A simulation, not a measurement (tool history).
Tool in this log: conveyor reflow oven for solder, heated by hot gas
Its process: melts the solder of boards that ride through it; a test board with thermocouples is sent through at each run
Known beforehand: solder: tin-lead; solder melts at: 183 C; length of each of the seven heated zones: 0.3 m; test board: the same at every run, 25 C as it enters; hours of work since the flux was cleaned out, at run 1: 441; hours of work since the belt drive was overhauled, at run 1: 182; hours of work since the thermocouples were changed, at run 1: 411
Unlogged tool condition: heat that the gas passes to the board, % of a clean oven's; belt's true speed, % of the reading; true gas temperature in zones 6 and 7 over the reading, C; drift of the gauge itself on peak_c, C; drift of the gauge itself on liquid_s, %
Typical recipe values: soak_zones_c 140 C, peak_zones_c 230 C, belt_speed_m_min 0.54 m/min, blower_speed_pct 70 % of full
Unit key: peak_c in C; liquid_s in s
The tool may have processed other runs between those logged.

run,day,soak_zones_c,peak_zones_c,belt_speed_m_min,blower_speed_pct,hours of work since the flux was cleaned out,hours of work since the belt drive was overhauled,hours of work since the thermocouples were changed,peak_c,liquid_s
1,0,140,230,0.54,70,441,182,411,211.3,45.1
2,0.238,140,230,0.54,70,444,186,415,210.8,45.3
3,0.496,140,230,0.54,70,449,191,420,211,45.3
4,0.842,140,230,0.573,70,455,196,425,208.3,40.4
5,1.067,140,230,0.573,70,458,200,429,208.8,40.5
6,1.412,140,230,0.566,70,464,206,435,209,41.9
7,1.746,140,230,0.566,70,470,212,441,209.1,41.4
8,2.017,140,230,0.566,70,474,216,445,208.7,41.5
9,2.45,140,230,0.54,70,481,223,452,210.5,45.1
10,2.65,140,230,0.54,70,485,227,456,210.3,45.4
11,2.917,152,230,0.54,70,489,231,460,213.1,51.9
12,3.121,140,230,0.59,70,493,235,464,207.3,38.1
# day 3.392: flux residue cleaned out of gas plates and filters
13,3.567,140,230,0.59,70,3,239,468,212.7,43.5
14,3.988,140,230,0.59,70,10,245,475,212.3,43
15,4.275,140,230,0.517,70,15,250,479,216.2,52.9
16,4.483,140,229,0.53,70,18,254,483,214.9,50.5
17,4.812,140,229,0.53,70,24,259,488,215,50.6
18,5.062,140,229,0.53,70,28,263,493,214.7,50.8
19,5.371,147,229,0.54,70,33,269,498,215.6,52.2
# day 5.567: belt drive overhauled, speed set with a stopwatch
20,5.938,140,230,0.54,71,40,6,504,215.1,49.7
21,6.292,127,230,0.597,70,46,12,510,209.7,36.9
22,6.596,127,230,0.597,66,51,17,515,207.3,35.4
23,6.954,127,230,0.597,66,57,23,521,208.1,35.1
24,7.192,127,230,0.597,66,61,27,525,207.9,35.1
25,7.546,127,230,0.597,66,67,33,531,207.6,34.7
# day 7.825: belt drive overhauled, speed set with a stopwatch, once more
26,8.121,153,230,0.562,87,73,5,538,218.5,55.3
27,8.375,144,227,0.484,70,78,9,542,215.8,57.6
28,8.708,132,230,0.54,70,83,15,548,212.6,45.4
29,9.117,132,230,0.54,70,90,22,555,212.5,44.9
30,9.358,151,221,0.54,70,94,26,559,208.2,48.5

Some steps in peak_c, run to run, broken into two amounts with sign: the step expected even without the hidden condition (settings, incoming material, random variation), and the rest, left for the hidden condition together with whatever gauge scatter is not in both the measured and the hidden-condition-free result:
Run 10 -> 11: soak_zones_c 140 -> 152. peak_c +2.8 C: hidden state +0.5, all else +2.3.
Run 11 -> 12: soak_zones_c 152 -> 140, belt_speed_m_min 0.54 -> 0.59. peak_c -5.8 C: hidden state -1.1, all else -4.7.
Run 12 -> 13: flux residue cleaned out of gas plates and filters. peak_c +5.4 C: hidden state +5.3, all else +0.1.
Run 20 -> 21: soak_zones_c 140 -> 127, belt_speed_m_min 0.54 -> 0.597, blower_speed_pct 71 -> 70. peak_c -5.4 C: hidden state -0.1, all else -5.3.
Run 25 -> 26: soak_zones_c 127 -> 153, belt_speed_m_min 0.597 -> 0.562, blower_speed_pct 66 -> 87, belt drive overhauled, speed set with a stopwatch, once more. peak_c +10.9 C: hidden state -0.2, all else +11.1.

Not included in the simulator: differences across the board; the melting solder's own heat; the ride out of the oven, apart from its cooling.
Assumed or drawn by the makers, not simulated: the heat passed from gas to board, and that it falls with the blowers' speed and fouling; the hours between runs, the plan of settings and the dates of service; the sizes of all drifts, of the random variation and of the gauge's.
